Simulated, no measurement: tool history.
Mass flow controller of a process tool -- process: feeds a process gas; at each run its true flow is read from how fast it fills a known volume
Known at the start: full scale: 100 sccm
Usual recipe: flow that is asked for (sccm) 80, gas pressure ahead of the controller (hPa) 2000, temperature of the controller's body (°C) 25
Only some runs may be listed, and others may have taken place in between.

run,hour,flow that is asked for (sccm),gas pressure ahead of the controller (hPa),temperature of the controller's body (°C),true flow (%)
1,0,80,2000,25,99.96
2,365.7,80,1620,25,99.98
3,595.6,31,2000,25,100.11
4,1012,80,2000,25,99.9
5,1362.5,80,2000,25,99.97
6,1686,80,2000,35,99.45
7,1926,80,2150,25,99.91
8,2253,80,2150,25,99.91
9,2518.3,80,2000,25,99.95
10,2962.7,80,2390,25,99.93
11,3325.7,80,2390,25,99.87
12,3626.3,80,2000,25,100.09
13,4066.1,80,2000,25,99.88
14,4378.6,50,2000,25,100.13
15,4756.3,80,2000,34,99.46
16,5058.4,80,2000,34,99.45
17,5282.7,80,2000,34,99.45
18,5530.5,80,2000,34,99.44
19,5768.8,80,2000,25,99.94
20,6146.2,80,2000,25,100.04
21,6493.8,17,2130,21,102.55
22,6959,50,2500,35,99.6
23,7256.5,35,2510,40,99.86
24,7642.4,42,1630,21,100.75
25,7981.4,42,1630,21,100.77
26,8278.1,42,1630,21,99.15
27,8676.5,76,1980,25,99.1
28,9130.8,17,2000,24,99.26
29,9396.5,58,1860,25,99.09
30,9735.7,74,1860,23,99.3
31,10134,80,2000,24,99.27
32,10466.4,12,1670,36,99.36
33,10880.3,12,1670,36,99.59
34,11087,48,2490,30,98.66
35,11475.2,48,2120,30,98.78
36,11762.7,48,2120,30,98.85
37,11986.9,14,1770,23,100.47
38,12331.1,14,1770,23,100.53
39,12634.4,24,2450,28,99.34
40,13102.9,80,2390,23,99.97

Between the runs listed above, the log contained 2 entries, not reproduced here. Where in the sequence does each belong, and how does what the log doesn't record of the tool's condition differ from the listed run before to the listed run after?
From run 25 to run 26: controller's zero set anew (hour 8123.7)
  flow at rest that the sensor doesn't see, % of full scale: 0.705 -> 0.059; true flow over the shown one, %: -0.73 -> -0.75
  difference, measured minus the result without the unlogged condition, true flow (%): +0.96 -> -0.61
From run 38 to run 39: controller exchanged for a calibrated one (hour 12483.5)
  flow at rest that the sensor doesn't see, % of full scale: 0.304 -> 0.029; true flow over the shown one, %: -1.01 -> 0.08
  difference, measured minus the result without the unlogged condition, true flow (%): +1.16 -> +0.2

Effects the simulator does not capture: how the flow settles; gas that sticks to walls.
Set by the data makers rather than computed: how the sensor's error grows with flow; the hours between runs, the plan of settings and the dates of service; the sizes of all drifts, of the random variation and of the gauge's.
